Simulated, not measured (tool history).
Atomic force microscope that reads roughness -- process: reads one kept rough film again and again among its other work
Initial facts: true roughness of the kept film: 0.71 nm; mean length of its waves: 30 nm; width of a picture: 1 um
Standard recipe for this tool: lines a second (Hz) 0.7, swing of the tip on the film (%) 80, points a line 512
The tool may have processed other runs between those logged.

run,hour,lines a second (Hz),swing of the tip on the film (%),points a line,roughness of the kept film (nm (root mean square))
1,0,0.7,80,512,0.636
2,50,0.7,61,512,0.642
3,86.1,0.7,80,672,0.608
# hour 91.5: new tip fitted
4,135.7,0.7,80,512,0.632
5,199.1,0.7,80,512,0.611
# hour 209.1: new tip fitted
6,272.8,0.7,80,512,0.63
# hour 330.2: new tip fitted
7,337.5,0.7,80,512,0.657
8,389.4,0.7,80,512,0.636
9,422.5,0.7,87,512,0.605
# hour 448.1: new tip fitted
10,459,1.599,87,512,0.597
11,495.2,1.599,87,512,0.571
12,560.8,1.599,87,512,0.552
# hour 565: new tip fitted
13,607.3,0.635,80,512,0.638
14,657.3,0.635,80,512,0.629
# hour 685: new tip fitted
15,715.1,0.635,80,512,0.651
16,759,0.569,80,512,0.636
# hour 806.9: new tip fitted
17,815.2,0.569,80,512,0.667
18,855,0.7,80,512,0.64
19,892.7,0.7,80,512,0.62
# hour 924.3: new tip fitted
20,967.5,1.333,87,512,0.587
21,1016.7,1.472,87,512,0.569
# hour 1042.9: new tip fitted
22,1072.3,0.56,87,286,0.643
23,1123,0.56,87,286,0.621
# hour 1163.3: new tip fitted
24,1172.5,2.308,62,308,0.644
25,1245.6,0.583,61,512,0.653
# hour 1282.7: new tip fitted
26,1316.6,2.237,80,340,0.578
27,1356.4,2.237,80,340,0.563
# hour 1400: new tip fitted
28,1402.5,2.237,80,340,0.592
29,1465.4,2.237,80,340,0.574
30,1497.7,0.751,70,491,0.642
# hour 1522.5: new tip fitted
31,1567,3.496,87,491,0.494
32,1602.2,0.747,87,911,0.618
33,1638,0.544,84,395,0.619
# hour 1644.6: new tip fitted
34,1695.6,2.12,63,512,0.636
35,1746.3,2.12,63,512,0.618
# hour 1761.2: new tip fitted
36,1813.7,2.12,63,512,0.644
37,1876,0.7,80,509,0.625

Each row is a separate what-if for the run after 37, all from the same tool condition, not one after another. Results?
# hour 1879.8: new tip fitted
A,1920.4,3.156,80,344,?
# hour 1879.8: new tip fitted
B,1920.4,0.7,64,509,?
# hour 1879.8: new tip fitted
C,1920.4,3.21,80,512,?
# hour 1879.8: new tip fitted
D,1920.4,0.7,80,489,?
# hour 1879.8: new tip fitted
E,1920.4,2.992,69,509,?

run,roughness of the kept film (nm (root mean square))
A,0.55
B,0.671
C,0.549
D,0.654
E,0.608
The same runs, with their run-to-run variation unchanged, on a tool lacking any hidden condition would have given:
run,roughness of the kept film (nm (root mean square))
A,0.552
B,0.673
C,0.551
D,0.656
E,0.61
